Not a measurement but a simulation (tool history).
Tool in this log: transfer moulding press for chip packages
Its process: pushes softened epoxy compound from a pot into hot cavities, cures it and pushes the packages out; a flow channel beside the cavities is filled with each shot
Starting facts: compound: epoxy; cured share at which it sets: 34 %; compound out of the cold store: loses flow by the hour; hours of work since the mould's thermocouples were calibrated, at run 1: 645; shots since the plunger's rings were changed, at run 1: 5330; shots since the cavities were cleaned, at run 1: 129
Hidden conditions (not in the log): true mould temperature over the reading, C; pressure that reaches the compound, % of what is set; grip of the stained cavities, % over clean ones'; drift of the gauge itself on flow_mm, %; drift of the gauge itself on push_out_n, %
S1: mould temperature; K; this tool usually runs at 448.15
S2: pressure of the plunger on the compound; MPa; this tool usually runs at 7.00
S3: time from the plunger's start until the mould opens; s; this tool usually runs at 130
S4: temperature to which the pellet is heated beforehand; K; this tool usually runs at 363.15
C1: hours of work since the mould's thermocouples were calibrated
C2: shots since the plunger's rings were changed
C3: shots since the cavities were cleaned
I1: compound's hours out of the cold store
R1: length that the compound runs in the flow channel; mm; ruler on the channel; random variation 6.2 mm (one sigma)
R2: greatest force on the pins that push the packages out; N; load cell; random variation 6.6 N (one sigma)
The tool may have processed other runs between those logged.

run 1 day=0.000 | S1=448.15 S2=7.00 S3=130 S4=363.15 | C1=645 C2=5330 C3=129 | I1=17.1 | R1=761 R2=267
-- day=1.692 plunger's sealing rings changed
run 2 day=1.738 | S1=448.15 S2=7.00 S3=130 S4=363.15 | C1=662 C2=7 C3=394 | I1=26.4 | R1=749 R2=264
run 3 day=2.488 | S1=449.15 S2=7.00 S3=130 S4=363.15 | C1=670 C2=129 C3=516 | I1=38.5 | R1=721 R2=268
run 4 day=3.267 | S1=449.15 S2=7.00 S3=130 S4=363.15 | C1=678 C2=254 C3=641 | I1=24.7 | R1=752 R2=266
run 5 day=4.729 | S1=449.15 S2=7.00 S3=130 S4=363.15 | C1=693 C2=492 C3=879 | I1=45.8 | R1=721 R2=255
-- day=5.262 cavities cleaned with cleaning compound and waxed
run 6 day=5.967 | S1=448.15 S2=5.48 S3=130 S4=363.15 | C1=705 C2=682 C3=114 | I1=13.3 | R1=689 R2=274
run 7 day=7.479 | S1=448.15 S2=7.00 S3=130 S4=363.15 | C1=721 C2=927 C3=359 | I1=29.7 | R1=749 R2=271
run 8 day=9.021 | S1=448.15 S2=7.00 S3=130 S4=363.15 | C1=737 C2=1177 C3=609 | I1=32.6 | R1=733 R2=267
run 9 day=10.654 | S1=448.15 S2=7.00 S3=130 S4=363.15 | C1=754 C2=1442 C3=874 | I1=23.8 | R1=753 R2=264
-- day=11.317 cavities cleaned with cleaning compound and waxed
run 10 day=11.479 | S1=448.15 S2=7.00 S3=130 S4=363.15 | C1=762 C2=1565 C3=26 | I1=13.3 | R1=774 R2=247
run 11 day=12.596 | S1=448.15 S2=7.00 S3=130 S4=363.15 | C1=774 C2=1747 C3=208 | I1=30.0 | R1=740 R2=258
-- day=13.696 mould's thermocouples calibrated
run 12 day=13.867 | S1=448.15 S2=7.00 S3=130 S4=363.15 | C1=2 C2=1939 C3=400 | I1=20.2 | R1=766 R2=265
run 13 day=15.121 | S1=448.15 S2=7.00 S3=130 S4=363.15 | C1=15 C2=2142 C3=603 | I1=24.1 | R1=743 R2=255
run 14 day=16.762 | S1=448.15 S2=6.44 S3=130 S4=363.15 | C1=32 C2=2408 C3=869 | I1=34.8 | R1=704 R2=251

Run 15 comes next. What will it give?
-- day=17.408 cavities cleaned with cleaning compound and waxed
run 15 day=18.533 | S1=455.15 S2=8.72 S3=123 S4=363.15 | C1=50 C2=2685 C3=183 | I1=21.3 | R1=? R2=?

R1: 816 mm
R2: 257 N
If the tool had no hidden condition, the same run with the same run-to-run variation would have returned R1 816 mm, R2 257 N.

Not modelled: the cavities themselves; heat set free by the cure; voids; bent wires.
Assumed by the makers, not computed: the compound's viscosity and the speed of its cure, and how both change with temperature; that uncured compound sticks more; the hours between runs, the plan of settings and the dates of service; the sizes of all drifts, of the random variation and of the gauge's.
